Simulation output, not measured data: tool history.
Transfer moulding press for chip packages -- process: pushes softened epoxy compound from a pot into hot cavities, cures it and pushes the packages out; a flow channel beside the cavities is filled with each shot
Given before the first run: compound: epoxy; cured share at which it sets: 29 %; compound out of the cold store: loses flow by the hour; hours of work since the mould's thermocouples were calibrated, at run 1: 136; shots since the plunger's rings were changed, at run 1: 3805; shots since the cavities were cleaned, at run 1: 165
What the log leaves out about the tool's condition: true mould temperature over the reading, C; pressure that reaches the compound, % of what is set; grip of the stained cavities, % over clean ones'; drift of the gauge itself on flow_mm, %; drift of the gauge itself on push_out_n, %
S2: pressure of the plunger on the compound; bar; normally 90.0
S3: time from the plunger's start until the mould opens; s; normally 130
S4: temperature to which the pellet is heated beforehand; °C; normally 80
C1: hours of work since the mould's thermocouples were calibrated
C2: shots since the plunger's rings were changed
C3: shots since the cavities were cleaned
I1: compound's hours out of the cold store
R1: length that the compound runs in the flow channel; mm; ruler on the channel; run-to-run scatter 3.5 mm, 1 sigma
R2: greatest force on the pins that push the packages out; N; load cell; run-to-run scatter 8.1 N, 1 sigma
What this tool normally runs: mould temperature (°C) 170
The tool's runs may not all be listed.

run 1 hour=0.0 | mould_temperature_(°C)=170 S2=90.0 S3=130 S4=80 | C1=136 C2=3805 C3=165 | I1=12.1 | R1=797 R2=424
run 2 hour=12.8 | mould_temperature_(°C)=170 S2=90.0 S3=130 S4=80 | C1=141 C2=3885 C3=245 | I1=30.5 | R1=706 R2=415
run 3 hour=22.8 | mould_temperature_(°C)=170 S2=90.0 S3=130 S4=80 | C1=146 C2=3949 C3=309 | I1=14.9 | R1=775 R2=426
run 4 hour=32.5 | mould_temperature_(°C)=170 S2=90.0 S3=130 S4=80 | C1=150 C2=4009 C3=369 | I1=11.5 | R1=797 R2=453
run 5 hour=39.5 | mould_temperature_(°C)=170 S2=90.0 S3=130 S4=80 | C1=153 C2=4054 C3=414 | I1=12.2 | R1=797 R2=433
run 6 hour=50.0 | mould_temperature_(°C)=172 S2=90.0 S3=130 S4=80 | C1=157 C2=4120 C3=480 | I1=34.4 | R1=679 R2=450
run 7 hour=61.8 | mould_temperature_(°C)=177 S2=90.0 S3=130 S4=80 | C1=162 C2=4194 C3=554 | I1=40.2 | R1=631 R2=432
run 8 hour=75.5 | mould_temperature_(°C)=177 S2=90.0 S3=130 S4=80 | C1=168 C2=4280 C3=640 | I1=15.3 | R1=740 R2=454
-- hour=81.8 cavities cleaned with cleaning compound and waxed
run 9 hour=83.7 | mould_temperature_(°C)=170 S2=91.9 S3=130 S4=80 | C1=171 C2=4322 C3=12 | I1=45.3 | R1=652 R2=354
run 10 hour=90.6 | mould_temperature_(°C)=170 S2=91.9 S3=130 S4=80 | C1=174 C2=4365 C3=55 | I1=14.9 | R1=779 R2=373
run 11 hour=101.7 | mould_temperature_(°C)=170 S2=91.9 S3=130 S4=80 | C1=178 C2=4435 C3=125 | I1=27.5 | R1=721 R2=379
run 12 hour=109.9 | mould_temperature_(°C)=170 S2=90.0 S3=130 S4=80 | C1=182 C2=4487 C3=177 | I1=12.0 | R1=791 R2=382
run 13 hour=123.9 | mould_temperature_(°C)=170 S2=90.0 S3=130 S4=80 | C1=188 C2=4575 C3=265 | I1=37.7 | R1=668 R2=414
run 14 hour=130.3 | mould_temperature_(°C)=170 S2=90.0 S3=130 S4=80 | C1=190 C2=4615 C3=305 | I1=30.6 | R1=708 R2=418
run 15 hour=141.1 | mould_temperature_(°C)=170 S2=90.0 S3=130 S4=80 | C1=195 C2=4683 C3=373 | I1=47.2 | R1=634 R2=421
run 16 hour=152.0 | mould_temperature_(°C)=163 S2=70.5 S3=143 S4=80 | C1=200 C2=4752 C3=442 | I1=35.9 | R1=622 R2=533
run 17 hour=165.0 | mould_temperature_(°C)=163 S2=70.2 S3=143 S4=80 | C1=205 C2=4833 C3=523 | I1=36.1 | R1=627 R2=520
run 18 hour=172.9 | mould_temperature_(°C)=163 S2=70.2 S3=143 S4=80 | C1=208 C2=4883 C3=573 | I1=23.1 | R1=683 R2=534
-- hour=176.6 plunger's sealing rings changed
run 19 hour=185.2 | mould_temperature_(°C)=176 S2=70.2 S3=143 S4=80 | C1=213 C2=55 C3=635 | I1=17.4 | R1=673 R2=459
-- hour=192.8 cavities cleaned with cleaning compound and waxed
run 20 hour=195.6 | mould_temperature_(°C)=176 S2=70.2 S3=143 S4=80 | C1=216 C2=111 C3=18 | I1=35.5 | R1=602 R2=364
run 21 hour=201.3 | mould_temperature_(°C)=176 S2=70.2 S3=143 S4=80 | C1=219 C2=147 C3=54 | I1=43.6 | R1=568 R2=363
run 22 hour=215.0 | mould_temperature_(°C)=176 S2=70.2 S3=143 S4=80 | C1=224 C2=233 C3=140 | I1=39.3 | R1=586 R2=366
run 23 hour=221.3 | mould_temperature_(°C)=176 S2=70.2 S3=143 S4=80 | C1=227 C2=273 C3=180 | I1=40.0 | R1=579 R2=393
run 24 hour=228.1 | mould_temperature_(°C)=170 S2=76.7 S3=151 S4=80 | C1=230 C2=315 C3=222 | I1=35.8 | R1=648 R2=394
run 25 hour=236.7 | mould_temperature_(°C)=168 S2=105.3 S3=146 S4=88 | C1=234 C2=369 C3=276 | I1=20.6 | R1=845 R2=430
run 26 hour=247.4 | mould_temperature_(°C)=168 S2=105.3 S3=146 S4=88 | C1=238 C2=437 C3=344 | I1=41.2 | R1=740 R2=422
run 27 hour=259.1 | mould_temperature_(°C)=168 S2=90.0 S3=170 S4=80 | C1=243 C2=510 C3=417 | I1=8.8 | R1=841 R2=425
run 28 hour=271.6 | mould_temperature_(°C)=178 S2=100.8 S3=130 S4=80 | C1=248 C2=589 C3=496 | I1=47.8 | R1=655 R2=428
run 29 hour=277.5 | mould_temperature_(°C)=167 S2=85.5 S3=158 S4=77 | C1=251 C2=626 C3=533 | I1=8.9 | R1=827 R2=453

Some steps in R1, run to run, broken into two amounts with sign: the step expected even without the hidden condition (settings, incoming material, random variation), and the rest, left for the hidden condition together with whatever gauge scatter is not in both the measured and the hidden-condition-free result:
Run 9 -> 10: nothing adjusted, nothing logged. R1 +127 mm: hidden state -6, all else +133.
Run 18 -> 19: mould temperature (°C) 163 -> 176, plunger's sealing rings changed. R1 -10 mm: hidden state +30, all else -40.
Run 24 -> 25: mould temperature (°C) 170 -> 168, S2 76.7 -> 105.3, S3 151 -> 146, S4 80 -> 88. R1 +197 mm: hidden state -3, all else +200.
Run 27 -> 28: mould temperature (°C) 168 -> 178, S2 90.0 -> 100.8, S3 170 -> 130. R1 -186 mm: hidden state +3, all else -189.
